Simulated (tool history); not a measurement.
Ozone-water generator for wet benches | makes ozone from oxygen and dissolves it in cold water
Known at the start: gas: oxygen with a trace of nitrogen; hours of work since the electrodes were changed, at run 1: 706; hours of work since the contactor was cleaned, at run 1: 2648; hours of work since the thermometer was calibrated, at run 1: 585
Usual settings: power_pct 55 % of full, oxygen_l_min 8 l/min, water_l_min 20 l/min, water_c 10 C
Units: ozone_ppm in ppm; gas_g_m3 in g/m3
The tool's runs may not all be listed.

run,hour,power_pct,oxygen_l_min,water_l_min,water_c,hours of work since the electrodes were changed,hours of work since the contactor was cleaned,hours of work since the thermometer was calibrated,ozone_ppm,gas_g_m3
1,0,55,8,20,10,706,2648,585,22.6,150.7
2,87.5,55,4.76,20,10,765,2707,644,21.8,197.6
3,176.8,55,4.76,20,10,825,2767,704,21.9,196.8
4,292.6,55,4.76,20,10,903,2845,782,22.1,197.3
5,362.5,55,4.76,20,10,950,2892,829,22,197.6
6,437.9,55,4.76,20,10,1001,2943,879,21.8,199.4
7,534.2,55,8,20,7,1065,3007,944,23.4,149.5
8,613.3,55,8,20,10,1119,3061,997,22.5,151.6
9,711,55,8,20,10,1184,3126,1063,22.4,148.3
10,814.4,55,8,20,11,1254,3196,1132,21.8,149.5
11,930.8,55,8,20,11,1332,3274,1211,22,149.2
12,1008,55,8,20,11,1384,3326,1263,21.9,150.7
13,1101,55,8,14,11,1447,3389,1325,28.5,149.8
14,1153.3,55,8,14,11,1482,3424,1360,28.3,149.3
15,1262.5,55,8,14,6,1555,3497,1434,31,150.2
16,1331,55,8,14,6,1601,3543,1480,31.3,150.2
17,1405,75,8,14,6,1651,3593,1529,41.1,196.2
18,1502,48,5.9,14,18,1716,3658,1595,22.8,156.4
19,1567.4,48,9.01,17,18,1760,3702,1639,19.4,124.1
20,1624.2,67,9.01,17,6,1798,3740,1677,32.1,167.8
21,1676,82,4.06,20,10,1833,3775,1712,30.9,303.3
22,1782.6,47,7.78,20,7,1905,3847,1783,20.5,132
23,1837.6,70,8.22,20,10,1942,3884,1820,28.1,183.9
24,1927.7,64,4.97,17,11,2002,3944,1881,28.8,219.7
25,2044.1,53,8.06,17,11,2081,4023,1959,24.1,144.5
26,2131,68,6.47,23,9,2139,4081,2018,24.2,203
27,2213,55,8,20,8,2194,4136,2073,23.2,149.2
28,2277.1,55,12.44,29,10,2237,4179,2116,16.5,119.4
29,2363.7,55,12.44,29,10,2296,4238,2174,16.3,119.2
# hour 2386.3: contactor cleaned
30,2433.6,54,14,17,16,2340,32,2218,20.4,109.4
31,2485.2,55,8,25,5,2375,66,2253,19.9,149.3
32,2550.5,55,8,20,8,2419,110,2297,23.2,147.7

5 ways to go on from here, each from the tool as it stands after run 32. What would each give?
A,2650.1,68,4.12,20,10,2486,177,2364,?,?
B,2650.1,45,8.32,31,10,2486,177,2364,?,?
C,2650.1,55,4.98,26,8,2486,177,2364,?,?
D,2650.1,55,4.46,20,6,2486,177,2364,?,?
E,2650.1,55,13.25,20,10,2486,177,2364,?,?

run,ozone_ppm,gas_g_m3
A,26.1,258.1
B,13,122.3
C,17.6,190.7
D,22.8,202.7
E,21.4,115.2
Without the tool's hidden state the same runs would have given:
run,ozone_ppm,gas_g_m3
A,26.1,258.3
B,13,122.4
C,17.6,190.8
D,22.8,202.9
E,21.4,115.3

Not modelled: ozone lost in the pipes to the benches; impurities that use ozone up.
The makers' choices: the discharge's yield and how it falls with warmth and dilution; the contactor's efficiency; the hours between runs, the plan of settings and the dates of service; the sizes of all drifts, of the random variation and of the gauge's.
